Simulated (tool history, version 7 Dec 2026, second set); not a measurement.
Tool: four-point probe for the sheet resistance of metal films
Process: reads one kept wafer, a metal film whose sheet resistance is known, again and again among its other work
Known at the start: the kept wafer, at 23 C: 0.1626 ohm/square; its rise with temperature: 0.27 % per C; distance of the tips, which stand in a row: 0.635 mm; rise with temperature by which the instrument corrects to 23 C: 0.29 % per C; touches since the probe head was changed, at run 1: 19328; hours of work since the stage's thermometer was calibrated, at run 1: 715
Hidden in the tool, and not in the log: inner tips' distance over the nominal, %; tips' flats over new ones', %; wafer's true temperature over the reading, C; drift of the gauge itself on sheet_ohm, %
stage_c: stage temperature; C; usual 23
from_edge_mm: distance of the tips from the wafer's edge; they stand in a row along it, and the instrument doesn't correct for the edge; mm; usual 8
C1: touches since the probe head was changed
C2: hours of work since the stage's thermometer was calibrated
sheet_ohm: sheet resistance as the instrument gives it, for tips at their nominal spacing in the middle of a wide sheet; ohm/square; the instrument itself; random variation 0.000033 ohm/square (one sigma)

run 1 hour=0 | stage_c=23 from_edge_mm=8 | C1=19328 C2=715 | sheet_ohm=0.163172
run 2 hour=86.5 | stage_c=23 from_edge_mm=8 | C1=22599 C2=767 | sheet_ohm=0.163125
run 3 hour=139.5 | stage_c=23 from_edge_mm=8 | C1=24604 C2=798 | sheet_ohm=0.163132
run 4 hour=225 | stage_c=23 from_edge_mm=8 | C1=27840 C2=849 | sheet_ohm=0.163121
run 5 hour=285.7 | stage_c=23 from_edge_mm=8 | C1=30137 C2=885 | sheet_ohm=0.163166
run 6 hour=338.7 | stage_c=23 from_edge_mm=8 | C1=32141 C2=916 | sheet_ohm=0.163117
run 7 hour=384.7 | stage_c=23 from_edge_mm=8 | C1=33881 C2=944 | sheet_ohm=0.163134
run 8 hour=471.3 | stage_c=23 from_edge_mm=8 | C1=37159 C2=995 | sheet_ohm=0.16313
run 9 hour=546.9 | stage_c=23 from_edge_mm=8 | C1=40017 C2=1040 | sheet_ohm=0.163095
run 10 hour=583.9 | stage_c=23 from_edge_mm=9 | C1=41418 C2=1062 | sheet_ohm=0.163046

Run 11 comes next. What will it give?
run 11 hour=636.3 | stage_c=23 from_edge_mm=9 | C1=43399 C2=1093 | sheet_ohm=?

Run 11 gave sheet_ohm 0.163083 ohm/square.
Without the tool's hidden state the same run would have given sheet_ohm 0.163088 ohm/square.
